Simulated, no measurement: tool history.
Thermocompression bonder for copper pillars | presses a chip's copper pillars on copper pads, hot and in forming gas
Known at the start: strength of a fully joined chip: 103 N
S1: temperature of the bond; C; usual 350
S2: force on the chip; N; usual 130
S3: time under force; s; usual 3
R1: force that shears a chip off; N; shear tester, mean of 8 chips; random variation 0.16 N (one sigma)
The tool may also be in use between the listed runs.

run	hour	S1	S2	S3	R1
1	0	350	130	3	39
2	7.4	350	115	3	35.2
3	21.4	350	130	3	39
4	27.9	350	130	3	39.2
5	35.6	350	130	3	39.1
6	47.4	350	130	3	39.2
7	56.7	353	130	3	39.8
8	67.5	350	124	3	37.1
9	76.5	334	130	3	33.3
10	86.8	350	130	3	38.8
11	98	350	130	3	38.8
12	106.4	325	130	3	29.9
13	113.6	325	130	3	30
14	122.8	325	130	3	30
15	133.7	325	130	4	33.6
16	145.6	325	94	4	24.5
17	158.8	350	130	3	38.4
18	164.7	350	130	3	38.2
# hour 166.3: forming gas filter changed
19	177.4	350	130	3	43.2
20	184.8	350	130	3	43
21	194.1	368	144	4	60
22	201.4	374	119	3	48.9
23	209.9	374	86	3	36.6
24	219.9	349	84	4	31.8
25	232.8	333	84	2	19.8
26	244.9	350	178	2	48.1
27	257	350	178	2	48.2
28	266	350	178	2	48.2
29	271.8	350	178	2	48
30	277.4	350	178	2	48
31	291	350	130	6	54.2
32	297.3	367	142	6	64.9
33	307.4	367	142	6	65.1
34	318.3	339	142	2	35.2
35	324.9	372	130	5	60.2
36	336	372	101	4	45.5
37	346.5	349	118	3	38.3
38	353.3	349	118	3	38.2
39	363.5	377	114	2	40.7
40	375.5	346	159	2	41.4

Measured less the same run without the tool's hidden state. The same run-to-run variation is in both; the gauge's scatter may not be:
The hidden state here: true temperature of the bond over the reading, C; force that reaches the chip, % of what is set; oxide that the forming gas leaves, % of the face; drift of the gauge itself on shear_n, %.
run	R1
1	-0.2
2	-0.1
3	-0.3
4	-0.4
5	-0.5
6	-0.5
7	-0.7
8	-0.6
9	-0.4
10	-0.7
11	-0.8
12	-0.5
13	-0.4
14	-0.5
15	-0.7
16	-0.4
17	-1.2
18	-1.2
19	+3.5
20	+3.4
21	+3.9
22	+3.5
23	+2.9
24	+2.7
25	+1.8
26	+3.3
27	+3.2
28	+3.2
29	+3.1
30	+3
31	+3.1
32	+2.8
33	+2.7
34	+2.4
35	+2.6
36	+2.5
37	+2.4
38	+2.4
39	+2.3
40	+2.3

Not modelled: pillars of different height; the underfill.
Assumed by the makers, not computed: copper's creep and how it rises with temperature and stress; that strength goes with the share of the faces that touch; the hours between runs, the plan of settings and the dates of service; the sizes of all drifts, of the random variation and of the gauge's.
